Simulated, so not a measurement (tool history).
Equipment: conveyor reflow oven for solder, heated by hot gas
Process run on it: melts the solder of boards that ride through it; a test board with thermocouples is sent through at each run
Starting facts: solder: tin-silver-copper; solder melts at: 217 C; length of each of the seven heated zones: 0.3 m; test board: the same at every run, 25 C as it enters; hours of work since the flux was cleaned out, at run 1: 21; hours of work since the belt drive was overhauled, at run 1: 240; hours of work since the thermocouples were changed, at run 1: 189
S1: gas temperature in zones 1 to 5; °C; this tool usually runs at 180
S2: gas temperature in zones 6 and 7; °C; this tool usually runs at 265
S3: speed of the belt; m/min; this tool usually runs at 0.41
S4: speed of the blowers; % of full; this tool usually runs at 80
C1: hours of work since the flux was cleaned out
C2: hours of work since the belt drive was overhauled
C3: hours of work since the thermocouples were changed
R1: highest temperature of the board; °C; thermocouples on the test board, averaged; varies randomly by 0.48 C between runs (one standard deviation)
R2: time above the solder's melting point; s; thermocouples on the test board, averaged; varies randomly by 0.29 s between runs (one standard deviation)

Run 1, hour 0: usual settings; C1 21; C2 240; C3 189. Result: R1 257.1 °C, R2 74.7 s.
Run 2, hour 50: usual settings; C1 57; C2 277; C3 226. Result: R1 256.8 °C, R2 74.5 s.
Run 3, hour 86.8: usual settings but S3 0.443 m/min; C1 85; C2 304; C3 253. Result: R1 255.4 °C, R2 67 s.
Run 4, hour 119.4: usual settings but S3 0.443 m/min; C1 109; C2 328; C3 277. Result: R1 254.1 °C, R2 67 s.
Run 5, hour 147.4: usual settings but S1 192 °C; C1 129; C2 349; C3 298. Result: R1 257.7 °C, R2 80.3 s.
Run 6, hour 204.5: usual settings but S1 192 °C; C1 171; C2 391; C3 340. Result: R1 257 °C, R2 80.3 s.
Run 7, hour 256.2: usual settings but S1 192 °C; C1 209; C2 429; C3 378. Result: R1 256.7 °C, R2 80.2 s.
At hour 274.7: flux residue cleaned out of gas plates and filters.
Run 8, hour 319.7: usual settings but S1 192 °C; C1 33; C2 472; C3 421. Result: R1 256.1 °C, R2 79.1 s.
Run 9, hour 375.2: usual settings but S1 192 °C; C1 74; C2 513; C3 462. Result: R1 255.9 °C, R2 79.1 s.
Run 10, hour 426.2: usual settings but S1 192 °C; C1 112; C2 551; C3 500. Result: R1 255.5 °C, R2 79.1 s.
Run 11, hour 464.4: usual settings but S1 192 °C; C1 140; C2 579; C3 528. Result: R1 255.8 °C, R2 79.6 s.
Run 12, hour 515.4: usual settings but S3 0.388 m/min; C1 178; C2 616; C3 566. Result: R1 254.6 °C, R2 77.4 s.
At hour 545.1: flux residue cleaned out of gas plates and filters, once more.
Run 13, hour 577.2: usual settings but S3 0.388 m/min; C1 24; C2 658; C3 608. Result: R1 257.5 °C, R2 80.1 s.
Run 14, hour 616.4: usual settings but S4 58 % of full; C1 53; C2 687; C3 636. Result: R1 253.2 °C, R2 71.1 s.
Run 15, hour 670: usual settings; C1 92; C2 727; C3 676. Result: R1 255.4 °C, R2 74.6 s.
Run 16, hour 711.4: usual settings; C1 123; C2 757; C3 707. Result: R1 255.9 °C, R2 74.7 s.
Run 17, hour 745.5: usual settings; C1 148; C2 782; C3 732. Result: R1 254.9 °C, R2 74.1 s.
Run 18, hour 773.1: usual settings but S1 193 °C, S3 0.395 m/min; C1 168; C2 803; C3 752. Result: R1 258.4 °C, R2 84.8 s.
Run 19, hour 826.3: usual settings but S1 193 °C, S3 0.395 m/min; C1 207; C2 842; C3 791. Result: R1 256.4 °C, R2 84.6 s.
At hour 848.6: flux residue cleaned out of gas plates and filters.
Run 20, hour 867.3: usual settings but S1 193 °C, S3 0.395 m/min; C1 14; C2 869; C3 818. Result: R1 256.9 °C, R2 85.8 s.
Run 21, hour 904.9: usual settings but S1 193 °C, S2 270 °C, S3 0.459 m/min; C1 41; C2 896; C3 846. Result: R1 259.8 °C, R2 73.5 s.
Run 22, hour 954.7: usual settings but S1 188 °C, S2 266 °C, S3 0.459 m/min; C1 78; C2 933; C3 882. Result: R1 255.5 °C, R2 69.1 s.
Run 23, hour 991: usual settings but S1 188 °C, S2 266 °C, S3 0.459 m/min; C1 105; C2 960; C3 909. Result: R1 254.3 °C, R2 69 s.
Run 24, hour 1019.8: usual settings but S1 193 °C, S2 258 °C, S3 0.442 m/min, S4 54 % of full; C1 126; C2 981; C3 930. Result: R1 245.9 °C, R2 66.9 s.
Run 25, hour 1070.7: usual settings but S1 194 °C, S2 271 °C, S3 0.359 m/min, S4 68 % of full; C1 164; C2 1019; C3 968. Result: R1 262.9 °C, R2 97.4 s.
Run 26, hour 1098.6: usual settings but S1 194 °C, S2 271 °C, S3 0.359 m/min, S4 68 % of full; C1 184; C2 1039; C3 988. Result: R1 262.7 °C, R2 97.8 s.
At hour 1152.3: flux residue cleaned out of gas plates and filters.
Run 27, hour 1167.2: usual settings but S3 0.45 m/min, S4 81 % of full; C1 11; C2 1086; C3 1035. Result: R1 254.4 °C, R2 67.1 s.
Run 28, hour 1204.6: usual settings but S3 0.45 m/min, S4 81 % of full; C1 39; C2 1114; C3 1063. Result: R1 253.8 °C, R2 67.4 s.
Run 29, hour 1248.6: usual settings but S1 189 °C, S2 271 °C, S3 0.416 m/min, S4 90 % of full; C1 71; C2 1146; C3 1095. Result: R1 264 °C, R2 81.9 s.
Run 30, hour 1274.3: usual settings but S1 188 °C, S3 0.371 m/min; C1 90; C2 1165; C3 1114. Result: R1 257.6 °C, R2 89.2 s.

What if the next run were any one of these 4? Each begins from the tool's condition after run 30:
Run A, hour 1334.1: usual settings but S1 186 °C, S2 260 °C, S3 0.383 m/min; C1 134; C2 1209; C3 1158. Result: R1 ?, R2 ?.
Run B, hour 1334.1: usual settings but S1 189 °C, S2 262 °C, S3 0.382 m/min; C1 134; C2 1209; C3 1158. Result: R1 ?, R2 ?.
Run C, hour 1334.1: usual settings but S2 279 °C; C1 134; C2 1209; C3 1158. Result: R1 ?, R2 ?.
Run D, hour 1334.1: usual settings but S2 273 °C, S3 0.352 m/min, S4 58 % of full; C1 134; C2 1209; C3 1158. Result: R1 ?, R2 ?.

run     R1    R2
  A  252.2  82.3
  B  255.4  84.4
  C    268    82
  D  263.2  93.2
The same runs, with their run-to-run variation unchanged, on a tool lacking any hidden condition would have given:
run     R1    R2
  A  254.3  81.3
  B  257.4  83.2
  C  270.1  80.7
  D  265.1  91.6

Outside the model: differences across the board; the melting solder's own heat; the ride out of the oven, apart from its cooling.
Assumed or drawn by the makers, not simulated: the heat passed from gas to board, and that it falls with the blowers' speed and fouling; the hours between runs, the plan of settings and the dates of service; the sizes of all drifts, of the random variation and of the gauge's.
